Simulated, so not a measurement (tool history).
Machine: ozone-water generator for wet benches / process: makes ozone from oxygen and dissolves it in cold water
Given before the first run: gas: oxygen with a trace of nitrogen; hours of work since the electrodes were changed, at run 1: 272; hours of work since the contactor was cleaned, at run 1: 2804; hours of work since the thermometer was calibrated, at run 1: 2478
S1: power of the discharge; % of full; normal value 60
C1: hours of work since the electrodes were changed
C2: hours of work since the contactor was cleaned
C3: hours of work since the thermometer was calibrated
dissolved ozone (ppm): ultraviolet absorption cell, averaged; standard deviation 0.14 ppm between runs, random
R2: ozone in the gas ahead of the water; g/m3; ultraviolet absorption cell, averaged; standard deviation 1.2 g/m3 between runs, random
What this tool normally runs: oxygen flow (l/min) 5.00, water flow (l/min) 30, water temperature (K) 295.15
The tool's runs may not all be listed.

{"run": 1, "day": 0.0, "S1": 60, "oxygen flow (l/min)": 5.0, "water flow (l/min)": 30, "water temperature (K)": 295.15, "C1": 272, "C2": 2804, "C3": 2478, "dissolved ozone (ppm)": 16.3, "R2": 217.2}
{"run": 2, "day": 3.271, "S1": 60, "oxygen flow (l/min)": 5.0, "water flow (l/min)": 30, "water temperature (K)": 295.15, "C1": 325, "C2": 2857, "C3": 2531, "dissolved ozone (ppm)": 16.6, "R2": 217.9}
{"day": 5.046, "done": "water thermometer calibrated"}
{"run": 3, "day": 6.938, "S1": 60, "oxygen flow (l/min)": 5.0, "water flow (l/min)": 30, "water temperature (K)": 295.15, "C1": 384, "C2": 2917, "C3": 31, "dissolved ozone (ppm)": 16.4, "R2": 219.7}
{"run": 4, "day": 9.638, "S1": 60, "oxygen flow (l/min)": 5.0, "water flow (l/min)": 30, "water temperature (K)": 295.15, "C1": 428, "C2": 2960, "C3": 74, "dissolved ozone (ppm)": 16.8, "R2": 216.7}
{"run": 5, "day": 11.646, "S1": 60, "oxygen flow (l/min)": 5.0, "water flow (l/min)": 30, "water temperature (K)": 295.15, "C1": 461, "C2": 2993, "C3": 107, "dissolved ozone (ppm)": 16.3, "R2": 219.6}
{"run": 6, "day": 13.642, "S1": 60, "oxygen flow (l/min)": 5.0, "water flow (l/min)": 30, "water temperature (K)": 295.15, "C1": 493, "C2": 3025, "C3": 139, "dissolved ozone (ppm)": 16.4, "R2": 220.2}
{"run": 7, "day": 15.6, "S1": 60, "oxygen flow (l/min)": 4.62, "water flow (l/min)": 30, "water temperature (K)": 295.15, "C1": 525, "C2": 3057, "C3": 171, "dissolved ozone (ppm)": 16.0, "R2": 224.6}
{"run": 8, "day": 18.704, "S1": 60, "oxygen flow (l/min)": 4.62, "water flow (l/min)": 30, "water temperature (K)": 295.15, "C1": 575, "C2": 3107, "C3": 222, "dissolved ozone (ppm)": 16.0, "R2": 226.4}
{"run": 9, "day": 21.783, "S1": 60, "oxygen flow (l/min)": 5.0, "water flow (l/min)": 26, "water temperature (K)": 295.15, "C1": 625, "C2": 3157, "C3": 271, "dissolved ozone (ppm)": 18.3, "R2": 218.8}
{"run": 10, "day": 23.296, "S1": 60, "oxygen flow (l/min)": 5.0, "water flow (l/min)": 26, "water temperature (K)": 295.15, "C1": 650, "C2": 3182, "C3": 296, "dissolved ozone (ppm)": 18.5, "R2": 220.9}
{"run": 11, "day": 26.238, "S1": 60, "oxygen flow (l/min)": 5.0, "water flow (l/min)": 26, "water temperature (K)": 288.15, "C1": 697, "C2": 3230, "C3": 344, "dissolved ozone (ppm)": 20.2, "R2": 220.0}
{"run": 12, "day": 29.246, "S1": 60, "oxygen flow (l/min)": 5.0, "water flow (l/min)": 30, "water temperature (K)": 295.15, "C1": 746, "C2": 3278, "C3": 393, "dissolved ozone (ppm)": 16.3, "R2": 219.5}
{"run": 13, "day": 31.275, "S1": 60, "oxygen flow (l/min)": 5.0, "water flow (l/min)": 30, "water temperature (K)": 295.15, "C1": 779, "C2": 3311, "C3": 425, "dissolved ozone (ppm)": 16.3, "R2": 219.7}
{"run": 14, "day": 33.058, "S1": 60, "oxygen flow (l/min)": 5.0, "water flow (l/min)": 30, "water temperature (K)": 295.15, "C1": 808, "C2": 3340, "C3": 454, "dissolved ozone (ppm)": 16.4, "R2": 222.1}
{"run": 15, "day": 34.783, "S1": 60, "oxygen flow (l/min)": 5.0, "water flow (l/min)": 30, "water temperature (K)": 295.15, "C1": 836, "C2": 3368, "C3": 482, "dissolved ozone (ppm)": 16.2, "R2": 218.6}
{"run": 16, "day": 38.258, "S1": 60, "oxygen flow (l/min)": 5.0, "water flow (l/min)": 30, "water temperature (K)": 303.15, "C1": 892, "C2": 3425, "C3": 539, "dissolved ozone (ppm)": 14.8, "R2": 222.8}
{"run": 17, "day": 40.567, "S1": 60, "oxygen flow (l/min)": 5.0, "water flow (l/min)": 30, "water temperature (K)": 288.15, "C1": 930, "C2": 3462, "C3": 576, "dissolved ozone (ppm)": 17.4, "R2": 222.5}
{"run": 18, "day": 43.825, "S1": 60, "oxygen flow (l/min)": 5.0, "water flow (l/min)": 34, "water temperature (K)": 300.15, "C1": 983, "C2": 3515, "C3": 629, "dissolved ozone (ppm)": 14.0, "R2": 219.8}
{"run": 19, "day": 46.246, "S1": 60, "oxygen flow (l/min)": 5.0, "water flow (l/min)": 34, "water temperature (K)": 293.15, "C1": 1022, "C2": 3554, "C3": 668, "dissolved ozone (ppm)": 14.7, "R2": 220.1}
{"run": 20, "day": 49.921, "S1": 77, "oxygen flow (l/min)": 4.19, "water flow (l/min)": 31, "water temperature (K)": 291.15, "C1": 1082, "C2": 3614, "C3": 728, "dissolved ozone (ppm)": 18.5, "R2": 276.8}
{"run": 21, "day": 51.508, "S1": 77, "oxygen flow (l/min)": 4.19, "water flow (l/min)": 31, "water temperature (K)": 291.15, "C1": 1107, "C2": 3640, "C3": 754, "dissolved ozone (ppm)": 18.3, "R2": 275.4}
{"run": 22, "day": 55.104, "S1": 77, "oxygen flow (l/min)": 4.19, "water flow (l/min)": 31, "water temperature (K)": 291.15, "C1": 1166, "C2": 3698, "C3": 812, "dissolved ozone (ppm)": 18.3, "R2": 274.6}
{"run": 23, "day": 57.225, "S1": 77, "oxygen flow (l/min)": 4.19, "water flow (l/min)": 31, "water temperature (K)": 291.15, "C1": 1200, "C2": 3732, "C3": 846, "dissolved ozone (ppm)": 18.0, "R2": 278.9}
{"run": 24, "day": 59.396, "S1": 77, "oxygen flow (l/min)": 2.73, "water flow (l/min)": 31, "water temperature (K)": 289.15, "C1": 1235, "C2": 3768, "C3": 882, "dissolved ozone (ppm)": 15.7, "R2": 326.2}
{"day": 61.8, "done": "gauge calibrated"}
{"run": 25, "day": 61.8, "S1": 77, "oxygen flow (l/min)": 2.73, "water flow (l/min)": 31, "water temperature (K)": 289.15, "C1": 1274, "C2": 3807, "C3": 921, "dissolved ozone (ppm)": 15.5, "R2": 319.9}
{"run": 26, "day": 63.475, "S1": 77, "oxygen flow (l/min)": 2.73, "water flow (l/min)": 31, "water temperature (K)": 289.15, "C1": 1301, "C2": 3834, "C3": 948, "dissolved ozone (ppm)": 15.8, "R2": 316.3}
{"run": 27, "day": 65.858, "S1": 44, "oxygen flow (l/min)": 2.73, "water flow (l/min)": 31, "water temperature (K)": 288.15, "C1": 1340, "C2": 3872, "C3": 986, "dissolved ozone (ppm)": 11.2, "R2": 229.6}
{"run": 28, "day": 68.854, "S1": 98, "oxygen flow (l/min)": 6.32, "water flow (l/min)": 19, "water temperature (K)": 302.15, "C1": 1389, "C2": 3921, "C3": 1035, "dissolved ozone (ppm)": 28.3, "R2": 267.4}
{"run": 29, "day": 72.1, "S1": 98, "oxygen flow (l/min)": 6.32, "water flow (l/min)": 19, "water temperature (K)": 302.15, "C1": 1441, "C2": 3974, "C3": 1088, "dissolved ozone (ppm)": 28.1, "R2": 266.3}
{"run": 30, "day": 75.479, "S1": 72, "oxygen flow (l/min)": 6.32, "water flow (l/min)": 19, "water temperature (K)": 302.15, "C1": 1496, "C2": 4028, "C3": 1142, "dissolved ozone (ppm)": 23.6, "R2": 223.9}
{"run": 31, "day": 77.15, "S1": 72, "oxygen flow (l/min)": 6.32, "water flow (l/min)": 19, "water temperature (K)": 302.15, "C1": 1523, "C2": 4055, "C3": 1170, "dissolved ozone (ppm)": 23.2, "R2": 222.9}
{"run": 32, "day": 79.571, "S1": 72, "oxygen flow (l/min)": 6.32, "water flow (l/min)": 19, "water temperature (K)": 302.15, "C1": 1562, "C2": 4095, "C3": 1209, "dissolved ozone (ppm)": 23.3, "R2": 223.8}
{"run": 33, "day": 81.083, "S1": 72, "oxygen flow (l/min)": 3.71, "water flow (l/min)": 19, "water temperature (K)": 293.15, "C1": 1587, "C2": 4119, "C3": 1233, "dissolved ozone (ppm)": 25.7, "R2": 272.9}
{"run": 34, "day": 83.629, "S1": 72, "oxygen flow (l/min)": 3.71, "water flow (l/min)": 19, "water temperature (K)": 293.15, "C1": 1628, "C2": 4161, "C3": 1275, "dissolved ozone (ppm)": 25.6, "R2": 273.2}

Had the tool no unlogged condition, and each run kept its random variation, what would the results have been?
Unlogged tool condition in this case: yield of the discharge, % of new electrodes'; contactor's efficiency, % of a clean one's; true water temperature over the reading, C; drift of the gauge itself on ozone_ppm, %; drift of the gauge itself on gas_g_m3, %.
run=1 R2=217.2
run=2 R2=217.5
run=3 R2=219.0
run=4 R2=215.7
run=5 R2=218.4
run=6 R2=218.8
run=7 R2=223.0
run=8 R2=224.5
run=9 R2=216.6
run=10 R2=218.5
run=11 R2=217.3
run=12 R2=216.5
run=13 R2=216.6
run=14 R2=218.7
run=15 R2=215.1
run=16 R2=218.9
run=17 R2=218.3
run=18 R2=215.3
run=19 R2=215.4
run=20 R2=270.5
run=21 R2=268.9
run=22 R2=267.6
run=23 R2=271.7
run=24 R2=317.3
run=25 R2=320.1
run=26 R2=316.3
run=27 R2=229.3
run=28 R2=266.8
run=29 R2=265.2
run=30 R2=222.6
run=31 R2=221.4
run=32 R2=222.1
run=33 R2=270.6
run=34 R2=270.6
dissolved ozone (ppm) without the hidden state stays within 0.1 of what was measured, in all runs.

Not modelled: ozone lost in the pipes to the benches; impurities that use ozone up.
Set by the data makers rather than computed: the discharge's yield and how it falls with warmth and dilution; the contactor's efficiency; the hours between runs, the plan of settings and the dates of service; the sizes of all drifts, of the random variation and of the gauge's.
